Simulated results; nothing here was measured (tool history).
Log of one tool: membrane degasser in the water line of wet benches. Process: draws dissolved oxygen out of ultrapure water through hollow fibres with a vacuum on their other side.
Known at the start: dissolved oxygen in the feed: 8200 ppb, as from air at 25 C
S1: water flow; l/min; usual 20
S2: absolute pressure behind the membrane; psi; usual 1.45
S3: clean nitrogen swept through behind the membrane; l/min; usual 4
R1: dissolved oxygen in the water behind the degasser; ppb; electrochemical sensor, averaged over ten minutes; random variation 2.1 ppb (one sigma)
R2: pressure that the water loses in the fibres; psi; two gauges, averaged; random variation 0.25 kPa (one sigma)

run	hour	S1	S2	S3	R1	R2
1	0	20	1.45	4	213.2	9.452
2	53.8	20	1.45	4	212	9.365
3	77.8	20	1.45	4	210.8	9.359
4	120.6	20	1.45	4	211.3	9.346
5	153.2	20	1.45	4	211.5	9.301
6	184.8	20	1.45	4	211.9	9.329
7	240.1	20	1.45	4	213.9	9.291
8	294.2	20	1.45	4	211.3	9.317
9	321.3	20	1.45	4	214.3	9.323
10	371.6	20	1.45	4	212.2	9.304
11	400.2	28	1.45	4	403.5	12.92
12	430	28	1.45	4	400.1	12.913
13	485.5	20	1.45	4	210.1	9.198
14	523	20	1.45	4	212	9.188
15	575.7	20	1.45	4	213.4	9.184
16	614.7	20	1.45	4	214.5	9.39
17	663.4	20	1.45	4	213.9	9.314
18	703.9	29	1.45	5.03	411	13.577
19	733.8	14	1.9	4	133.1	6.54
20	782.1	13	2.35	4.63	124.3	6.112
21	815	20	1.45	3.13	238.5	9.306
22	855	29	1.45	5.35	401.1	13.477
23	883.5	18	2.49	7.96	176.5	8.38
24	929.4	18	2.49	7.96	176.7	8.335
25	958.1	27	1.45	9.56	318	12.408
26	1005.3	20	0.87	1.87	195.6	9.19
27	1056.8	20	0.88	2.78	180.2	9.206
28	1106.1	19	1.77	2.8	257.7	8.724
29	1128.8	20	0.91	3.07	180.8	9.174
30	1176.9	20	0.91	3.07	178.5	9.179
31	1216.3	20	0.91	3.07	180.2	9.145

Not shown: 1 entry that the log had between the listed runs. Between which runs, and how does the tool's hidden state differ before and after?
Between runs 15 and 16: gauge calibrated (hour 601.2)
  drift of the gauge itself on loss_of_pressure_kpa, %: -2.6 -> -0.06
  measured less the result without the state, R2: -0.244 -> -0.004 psi
